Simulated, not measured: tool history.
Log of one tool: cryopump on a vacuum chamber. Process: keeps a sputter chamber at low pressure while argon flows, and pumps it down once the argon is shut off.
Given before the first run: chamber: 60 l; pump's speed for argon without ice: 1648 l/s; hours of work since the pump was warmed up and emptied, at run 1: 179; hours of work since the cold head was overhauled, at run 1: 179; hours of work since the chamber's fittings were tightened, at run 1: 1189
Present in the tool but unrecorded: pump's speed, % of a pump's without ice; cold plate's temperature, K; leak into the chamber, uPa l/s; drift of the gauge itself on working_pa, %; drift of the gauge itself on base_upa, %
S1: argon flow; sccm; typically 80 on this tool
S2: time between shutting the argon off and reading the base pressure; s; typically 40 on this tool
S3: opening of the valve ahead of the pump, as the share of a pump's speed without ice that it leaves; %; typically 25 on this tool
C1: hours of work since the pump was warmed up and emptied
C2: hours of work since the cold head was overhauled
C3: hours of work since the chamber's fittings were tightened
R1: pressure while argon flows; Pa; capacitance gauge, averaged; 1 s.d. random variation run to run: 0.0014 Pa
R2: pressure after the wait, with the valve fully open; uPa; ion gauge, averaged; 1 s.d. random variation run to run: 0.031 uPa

| run | day | S1 | S2 | S3 | C1 | C2 | C3 | R1 | R2 |
|---|---|---|---|---|---|---|---|---|---|
| 1 | 0.000 | 80 | 40 | 25 | 179 | 179 | 1189 | 0.3326 | 2.64 |
| 2 | 0.667 | 80 | 40 | 25 | 189 | 189 | 1199 | 0.3344 | 2.66 |
| 3 | 1.317 | 80 | 40 | 60 | 199 | 199 | 1210 | 0.1409 | 2.57 |
| 4 | 1.975 | 80 | 40 | 60 | 209 | 209 | 1220 | 0.1427 | 2.64 |
| 5 | 3.000 | 80 | 40 | 60 | 225 | 225 | 1236 | 0.1435 | 2.60 |
| 6 | 3.958 | 80 | 40 | 54 | 240 | 240 | 1251 | 0.1593 | 2.69 |
| 7 | 5.038 | 80 | 40 | 25 | 257 | 257 | 1268 | 0.3373 | 2.61 |
| 8 | 6.238 | 80 | 40 | 25 | 276 | 276 | 1286 | 0.3365 | 2.71 |
| 9 | 7.254 | 80 | 40 | 25 | 292 | 292 | 1302 | 0.3385 | 2.68 |
| 10 | 8.071 | 80 | 40 | 25 | 305 | 305 | 1315 | 0.3365 | 2.74 |
| 11 | 8.867 | 80 | 40 | 25 | 317 | 317 | 1327 | 0.3379 | 2.71 |
| 12 | 9.725 | 80 | 40 | 25 | 330 | 330 | 1341 | 0.3366 | 2.78 |
| 13 | 10.525 | 158 | 40 | 25 | 343 | 343 | 1353 | 0.6687 | 2.88 |
| 14 | 11.658 | 60 | 49 | 31 | 361 | 361 | 1371 | 0.2070 | 2.58 |
| 15 | 12.229 | 36 | 31 | 17 | 369 | 369 | 1380 | 0.2238 | 3.25 |
| 16 | 13.117 | 128 | 234 | 17 | 383 | 383 | 1394 | 0.7897 | 1.69 |

Run 17 has not been measured yet. What should we expect?
| 17 | 14.038 | 128 | 141 | 24 | 398 | 398 | 1408 | ? | ? |

{"run 17": {"R1": 0.5646, "R2": 1.87}}
Minus the tool's unlogged condition, the same run would have read R1 0.5463 Pa, R2 0.56 uPa.

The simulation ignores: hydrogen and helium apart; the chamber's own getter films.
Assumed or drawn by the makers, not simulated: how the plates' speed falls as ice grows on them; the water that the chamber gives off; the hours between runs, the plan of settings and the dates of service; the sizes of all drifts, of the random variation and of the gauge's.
